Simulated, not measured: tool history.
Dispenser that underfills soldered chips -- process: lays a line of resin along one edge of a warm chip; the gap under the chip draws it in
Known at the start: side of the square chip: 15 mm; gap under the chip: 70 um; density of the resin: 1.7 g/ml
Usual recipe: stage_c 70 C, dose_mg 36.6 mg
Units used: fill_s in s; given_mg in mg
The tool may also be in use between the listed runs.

run   hour  stage_c  dose_mg  fill_s  given_mg
  1      0       70     36.6   153.5      34.7
       7.4  -- new syringe of resin
  2   17.8       70     36.6   199.4     33.97
      19.3  -- new syringe of resin
  3   28.7       70     38.1   189.9     35.47
      31.6  -- new syringe of resin
  4   36.3       70     38.1   154.8     35.24
      43.1  -- new syringe of resin
  5   46.1       70     40.4   137.6     37.39
      54.6  -- new syringe of resin
  6     58       70     40.4   141.6     36.95
      65.8  -- new syringe of resin
  7   76.1       70     40.4   199.7     36.23
      77.7  -- new syringe of resin
  8   87.6       74     40.4   162.2     36.57
      89.1  -- new syringe of resin
  9   95.2       73     36.6   147.6        33
       101  -- new syringe of resin
 10  103.8       68     36.6   158.8      33.1
     109.6  -- dispensing valve cleaned and set on the balance
     113.7  -- new syringe of resin
 11  117.1       68     36.6   158.9     36.54
     124.7  -- new syringe of resin
 12  127.5       70     36.6   138.6      36.3
     135.9  -- new syringe of resin
 13  137.8       70     36.6   137.7     36.03
 14  146.5       70     31.9   213.2     31.24
     148.1  -- new syringe of resin
     159.8  -- new syringe of resin
 15  163.8       70     31.9   157.8     31.31
     171.4  -- new syringe of resin
 16  175.5       70     36.6   153.6        36
     183.2  -- new syringe of resin
 17  189.7       70     36.6   172.1      35.4
     195.3  -- new syringe of resin
 18    204       63     36.6     255      35.3
     206.7  -- new syringe of resin
 19  213.9       63     38.4   241.6     36.96
     218.3  -- new syringe of resin
 20  223.6       59     42.9   266.2     40.84
       230  -- new syringe of resin
 21  239.4       75     39.4   151.4     37.73
     241.7  -- new syringe of resin
     253.4  -- new syringe of resin
 22  254.7       67     34.7   161.1     32.83
     265.1  -- new syringe of resin
 23  267.1       67     34.7   167.5     32.72
     276.6  -- new syringe of resin
 24  276.8       61     36.3   204.5     33.94
     287.6  -- new syringe of resin
 25  292.5       80     40.5     103     37.52
     299.6  -- new syringe of resin
 26  304.3       63       32   229.4     29.51
     311.2  -- new syringe of resin
 27    313       58     36.7   248.7     33.65
     323.5  -- new syringe of resin
 28  329.1       58     37.4   290.3     34.39
       335  -- new syringe of resin
 29    344       67     38.9   217.3      35.4
     346.5  -- new syringe of resin
     350.1  -- dispensing valve cleaned and set on the balance
 30  352.4       61     31.2     254     31.06
     358.8  -- new syringe of resin
 31  365.6       61     35.4   266.4     35.03
     369.9  -- new syringe of resin
 32  380.2       65       37     252     36.58
     381.9  -- new syringe of resin
 33  389.5       69       39     188     38.15

Some steps in fill_s, run to run, broken into two amounts with sign: the step expected even without the hidden condition (settings, incoming material, random variation), and the rest, left for the hidden condition together with whatever gauge scatter is not in both the measured and the hidden-condition-free result:
The hidden state here: resin's viscosity, % of fresh resin's; dose that the valve gives, % of what is set; true chip temperature over the reading, C; drift of the gauge itself on fill_s, %; drift of the gauge itself on given_mg, %.
Run 6 -> 7: new syringe of resin. fill_s +58.1 s: hidden state +56.1, all else +2.
Run 13 -> 14: dose_mg 36.6 -> 31.9. fill_s +75.5 s: hidden state +68.1, all else +7.4.
Run 14 -> 15: new syringe of resin, new syringe of resin. fill_s -55.4 s: hidden state -53.6, all else -1.8.
Run 20 -> 21: stage_c 59 -> 75, dose_mg 42.9 -> 39.4, new syringe of resin. fill_s -114.8 s: hidden state -14.3, all else -100.5.
Run 24 -> 25: stage_c 61 -> 80, dose_mg 36.3 -> 40.5, new syringe of resin. fill_s -101.5 s: hidden state +2.1, all else -103.6.
Run 25 -> 26: stage_c 80 -> 63, dose_mg 40.5 -> 32, new syringe of resin. fill_s +126.4 s: hidden state +34.9, all else +91.5.
